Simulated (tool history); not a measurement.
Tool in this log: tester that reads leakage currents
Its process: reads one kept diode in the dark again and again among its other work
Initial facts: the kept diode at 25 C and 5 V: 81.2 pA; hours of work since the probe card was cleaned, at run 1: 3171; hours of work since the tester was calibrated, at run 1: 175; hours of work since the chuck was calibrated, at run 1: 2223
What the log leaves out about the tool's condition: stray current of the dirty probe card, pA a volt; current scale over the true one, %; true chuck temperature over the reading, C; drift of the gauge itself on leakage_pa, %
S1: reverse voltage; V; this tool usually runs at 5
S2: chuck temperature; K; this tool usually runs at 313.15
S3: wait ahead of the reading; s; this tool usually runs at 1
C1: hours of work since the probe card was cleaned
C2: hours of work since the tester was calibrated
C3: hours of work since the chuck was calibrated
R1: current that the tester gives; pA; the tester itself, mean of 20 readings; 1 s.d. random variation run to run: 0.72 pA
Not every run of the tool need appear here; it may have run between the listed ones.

run	hour	S1	S2	S3	C1	C2	C3	R1
1	0	5	313.15	1	3171	175	2223	231.04
# hour 107.6: chuck's temperature calibrated
2	107.6	5	313.15	1	3247	250	0	243.65
3	203.2	5	313.15	1	3315	319	68	243.7
4	403.6	5	313.15	1	3459	462	212	241.43
5	497.6	5	313.15	1	3526	529	279	241.77
6	686.8	5	313.15	0.46	3661	665	415	243.72
# hour 825.3: probe card cleaned and baked
7	869.3	5	313.15	0.46	32	793	543	236.72
8	1016.7	5	313.15	1	137	899	649	234.7
9	1109.8	5	313.15	1	204	965	715	234.9
10	1258.6	19.29	313.15	1	310	1072	822	461.36
11	1437	19.29	313.15	1	438	1200	949	461.52
12	1599.4	5	313.15	0.31	554	1316	1066	234.11
13	1739	1.38	313.15	1	654	1416	1166	121.76
14	1866.1	1.38	313.15	1	745	1507	1257	121.85
15	1979.8	8.87	313.15	1	826	1588	1338	310.13
16	2142.9	8.87	313.15	1	943	1705	1455	309.5
17	2267.4	8.87	313.15	1	1032	1794	1544	309.04
18	2389	8.87	313.15	1	1119	1881	1631	307.14
19	2480.7	8.87	301.15	1	1185	1947	1697	133.94
20	2625	8.87	301.15	1	1288	2050	1800	133.84
21	2776.2	8.87	301.15	1	1397	2158	1908	133.75
22	2867.4	5	313.15	1.46	1462	2224	1973	228.03
# hour 2886.9: tester calibrated
23	3009.6	14.53	323.15	0.46	1562	88	2074	746.63
24	3171.3	14.53	296.15	2.56	1678	204	2190	118.07

What will run 25 give?
25	3277	3.34	304.15	1	1754	279	2265	?

Run 25 yielded R1 97.23 pA.
If the tool had no hidden condition, the same run with the same run-to-run variation would have returned R1 102.94 pA.

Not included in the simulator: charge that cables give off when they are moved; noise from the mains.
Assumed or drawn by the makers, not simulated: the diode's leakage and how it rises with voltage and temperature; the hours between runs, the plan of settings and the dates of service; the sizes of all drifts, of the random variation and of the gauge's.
